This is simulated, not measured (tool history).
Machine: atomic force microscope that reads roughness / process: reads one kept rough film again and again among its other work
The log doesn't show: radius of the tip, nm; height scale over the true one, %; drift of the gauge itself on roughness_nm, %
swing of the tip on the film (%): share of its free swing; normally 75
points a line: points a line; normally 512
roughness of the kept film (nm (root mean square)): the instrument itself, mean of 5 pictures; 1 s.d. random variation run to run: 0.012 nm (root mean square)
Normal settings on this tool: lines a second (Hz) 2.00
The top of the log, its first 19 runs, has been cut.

run	hour	lines a second (Hz)	swing of the tip on the film (%)	points a line	pictures with this tip	hours of work since the height scale was calibrated	roughness of the kept film (nm (root mean square))
20	135.4	1.01	57	351	249	148	2.842
21	144.8	2.52	84	354	263	155	2.385
22	154.2	2.18	75	452	277	163	2.589
23	158.5	1.06	86	814	284	166	2.627
24	165.5	0.76	81	380	294	171	2.708
25	175.1	0.72	70	284	308	179	2.753
26	184.0	3.94	75	488	321	186	2.353
27	189.5	2.80	75	832	329	190	2.490
28	194.8	1.50	75	756	337	194	2.653
# hour 197.5: new tip fitted
29	203.8	1.08	75	512	10	201	2.925
30	210.0	1.08	75	512	19	206	2.964
31	217.4	1.76	80	444	30	211	2.747
32	227.1	3.98	84	326	44	219	2.302
33	234.6	2.00	58	512	55	225	2.957
34	244.2	2.00	58	512	69	232	2.947
35	252.8	2.00	58	512	82	239	2.928
36	258.8	2.43	68	414	91	244	2.782
37	268.0	1.16	74	894	104	251	2.869

4 ways to go on from here, each from the tool as it stands after run 37. What would each give?
A	275.3	2.00	60	880	115	256	?
B	275.3	2.77	56	269	115	256	?
C	275.3	0.84	77	894	115	256	?
D	275.3	0.67	62	752	115	256	?

run	roughness of the kept film (nm (root mean square))
A	2.894
B	2.855
C	2.866
D	2.979
Without the tool's unlogged condition, the same runs would have read:
run	roughness of the kept film (nm (root mean square))
A	2.988
B	2.947
C	2.959
D	3.076
